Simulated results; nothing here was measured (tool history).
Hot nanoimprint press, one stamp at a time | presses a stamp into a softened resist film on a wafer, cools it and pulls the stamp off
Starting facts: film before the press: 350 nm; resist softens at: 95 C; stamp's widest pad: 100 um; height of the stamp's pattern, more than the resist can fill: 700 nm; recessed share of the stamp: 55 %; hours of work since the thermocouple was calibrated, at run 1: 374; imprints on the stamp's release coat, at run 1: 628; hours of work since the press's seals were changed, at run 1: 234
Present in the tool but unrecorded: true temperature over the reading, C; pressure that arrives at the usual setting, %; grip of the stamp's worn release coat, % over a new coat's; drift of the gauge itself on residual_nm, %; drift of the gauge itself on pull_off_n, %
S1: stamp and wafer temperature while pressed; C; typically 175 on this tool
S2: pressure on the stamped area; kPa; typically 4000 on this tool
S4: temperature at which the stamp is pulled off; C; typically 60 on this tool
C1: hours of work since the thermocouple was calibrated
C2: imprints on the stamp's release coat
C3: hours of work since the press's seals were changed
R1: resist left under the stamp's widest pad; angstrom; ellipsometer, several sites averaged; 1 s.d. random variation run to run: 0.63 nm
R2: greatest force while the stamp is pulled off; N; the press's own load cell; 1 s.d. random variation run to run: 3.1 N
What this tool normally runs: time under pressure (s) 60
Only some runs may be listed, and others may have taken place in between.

{"run": 1, "hour": 0.0, "S1": 175, "S2": 4000, "time under pressure (s)": 60, "S4": 60, "C1": 374, "C2": 628, "C3": 234, "R1": 1749, "R2": 196}
{"run": 2, "hour": 25.5, "S1": 175, "S2": 4000, "time under pressure (s)": 60, "S4": 60, "C1": 391, "C2": 733, "C3": 251, "R1": 1743, "R2": 206}
{"run": 3, "hour": 56.1, "S1": 175, "S2": 4000, "time under pressure (s)": 60, "S4": 60, "C1": 411, "C2": 861, "C3": 271, "R1": 1753, "R2": 218}
{"hour": 66.9, "done": "stamp cleaned and given a new release coat"}
{"run": 4, "hour": 80.9, "S1": 175, "S2": 4000, "time under pressure (s)": 60, "S4": 60, "C1": 423, "C2": 58, "C3": 283, "R1": 1747, "R2": 148}
{"run": 5, "hour": 113.5, "S1": 175, "S2": 3220, "time under pressure (s)": 60, "S4": 60, "C1": 445, "C2": 193, "C3": 305, "R1": 1968, "R2": 161}
{"run": 6, "hour": 150.1, "S1": 175, "S2": 3220, "time under pressure (s)": 60, "S4": 60, "C1": 469, "C2": 345, "C3": 329, "R1": 1979, "R2": 175}
{"run": 7, "hour": 175.6, "S1": 175, "S2": 3220, "time under pressure (s)": 60, "S4": 60, "C1": 486, "C2": 451, "C3": 346, "R1": 1976, "R2": 180}
{"run": 8, "hour": 192.9, "S1": 175, "S2": 3490, "time under pressure (s)": 60, "S4": 60, "C1": 497, "C2": 523, "C3": 357, "R1": 1914, "R2": 183}
{"run": 9, "hour": 225.2, "S1": 175, "S2": 4000, "time under pressure (s)": 41, "S4": 60, "C1": 519, "C2": 657, "C3": 379, "R1": 1987, "R2": 195}
{"run": 10, "hour": 263.4, "S1": 175, "S2": 4000, "time under pressure (s)": 41, "S4": 60, "C1": 544, "C2": 816, "C3": 404, "R1": 1994, "R2": 204}
{"hour": 286.2, "done": "stamp cleaned and given a new release coat"}
{"run": 11, "hour": 296.2, "S1": 175, "S2": 4000, "time under pressure (s)": 41, "S4": 60, "C1": 562, "C2": 41, "C3": 421, "R1": 1991, "R2": 154}
{"run": 12, "hour": 319.4, "S1": 175, "S2": 4000, "time under pressure (s)": 41, "S4": 60, "C1": 577, "C2": 138, "C3": 437, "R1": 2009, "R2": 161}
{"hour": 343.1, "done": "plate thermocouple calibrated"}
{"run": 13, "hour": 345.7, "S1": 175, "S2": 4000, "time under pressure (s)": 41, "S4": 63, "C1": 2, "C2": 234, "C3": 452, "R1": 1896, "R2": 156}
{"run": 14, "hour": 364.2, "S1": 175, "S2": 4000, "time under pressure (s)": 41, "S4": 63, "C1": 14, "C2": 312, "C3": 464, "R1": 1904, "R2": 163}
{"run": 15, "hour": 383.3, "S1": 175, "S2": 4000, "time under pressure (s)": 41, "S4": 63, "C1": 27, "C2": 391, "C3": 477, "R1": 1899, "R2": 175}
{"run": 16, "hour": 399.7, "S1": 178, "S2": 4500, "time under pressure (s)": 60, "S4": 60, "C1": 37, "C2": 459, "C3": 488, "R1": 1417, "R2": 178}
{"run": 17, "hour": 420.8, "S1": 169, "S2": 4500, "time under pressure (s)": 60, "S4": 51, "C1": 51, "C2": 547, "C3": 502, "R1": 1995, "R2": 204}
{"run": 18, "hour": 451.4, "S1": 174, "S2": 6240, "time under pressure (s)": 60, "S4": 51, "C1": 72, "C2": 674, "C3": 522, "R1": 1384, "R2": 208}
{"run": 19, "hour": 472.3, "S1": 182, "S2": 5930, "time under pressure (s)": 77, "S4": 60, "C1": 85, "C2": 761, "C3": 536, "R1": 958, "R2": 204}
{"run": 20, "hour": 493.6, "S1": 182, "S2": 4080, "time under pressure (s)": 87, "S4": 60, "C1": 99, "C2": 849, "C3": 550, "R1": 1144, "R2": 209}
{"hour": 506.0, "done": "stamp cleaned and given a new release coat"}
{"run": 21, "hour": 530.1, "S1": 174, "S2": 4620, "time under pressure (s)": 60, "S4": 59, "C1": 120, "C2": 100, "C3": 570, "R1": 1659, "R2": 154}
{"run": 22, "hour": 562.0, "S1": 174, "S2": 4620, "time under pressure (s)": 60, "S4": 59, "C1": 141, "C2": 232, "C3": 591, "R1": 1645, "R2": 168}
{"run": 23, "hour": 582.8, "S1": 174, "S2": 4620, "time under pressure (s)": 60, "S4": 59, "C1": 154, "C2": 318, "C3": 605, "R1": 1652, "R2": 171}
{"run": 24, "hour": 601.7, "S1": 174, "S2": 4620, "time under pressure (s)": 60, "S4": 59, "C1": 167, "C2": 397, "C3": 617, "R1": 1658, "R2": 175}
{"run": 25, "hour": 639.0, "S1": 174, "S2": 4620, "time under pressure (s)": 60, "S4": 59, "C1": 191, "C2": 552, "C3": 642, "R1": 1665, "R2": 191}
{"run": 26, "hour": 673.7, "S1": 167, "S2": 5200, "time under pressure (s)": 85, "S4": 54, "C1": 214, "C2": 696, "C3": 665, "R1": 1846, "R2": 210}
{"run": 27, "hour": 705.1, "S1": 167, "S2": 5200, "time under pressure (s)": 101, "S4": 58, "C1": 235, "C2": 827, "C3": 686, "R1": 1767, "R2": 205}
{"hour": 723.9, "done": "stamp cleaned and given a new release coat"}
{"run": 28, "hour": 735.2, "S1": 175, "S2": 3200, "time under pressure (s)": 40, "S4": 56, "C1": 251, "C2": 47, "C3": 701, "R1": 2198, "R2": 155}
{"run": 29, "hour": 755.3, "S1": 175, "S2": 3200, "time under pressure (s)": 40, "S4": 56, "C1": 264, "C2": 130, "C3": 715, "R1": 2183, "R2": 159}

Consider 3 possible next runs. They are alternatives, not a sequence: every one starts from the tool as it was left by run 29. What does each give?
{"run": "A", "hour": 773.0, "S1": 175, "S2": 3200, "time under pressure (s)": 30, "S4": 56, "C1": 276, "C2": 204, "C3": 726, "R1": "?", "R2": "?"}
{"run": "B", "hour": 773.0, "S1": 184, "S2": 4000, "time under pressure (s)": 64, "S4": 60, "C1": 276, "C2": 204, "C3": 726, "R1": "?", "R2": "?"}
{"run": "C", "hour": 773.0, "S1": 175, "S2": 4190, "time under pressure (s)": 32, "S4": 56, "C1": 276, "C2": 204, "C3": 726, "R1": "?", "R2": "?"}

run=A R1=2349 R2=162
run=B R1=1229 R2=164
run=C R1=2043 R2=162
Without the tool's hidden state the same runs would have given:
run=A R1=2263 R2=147
run=B R1=1166 R2=149
run=C R1=1948 R2=147

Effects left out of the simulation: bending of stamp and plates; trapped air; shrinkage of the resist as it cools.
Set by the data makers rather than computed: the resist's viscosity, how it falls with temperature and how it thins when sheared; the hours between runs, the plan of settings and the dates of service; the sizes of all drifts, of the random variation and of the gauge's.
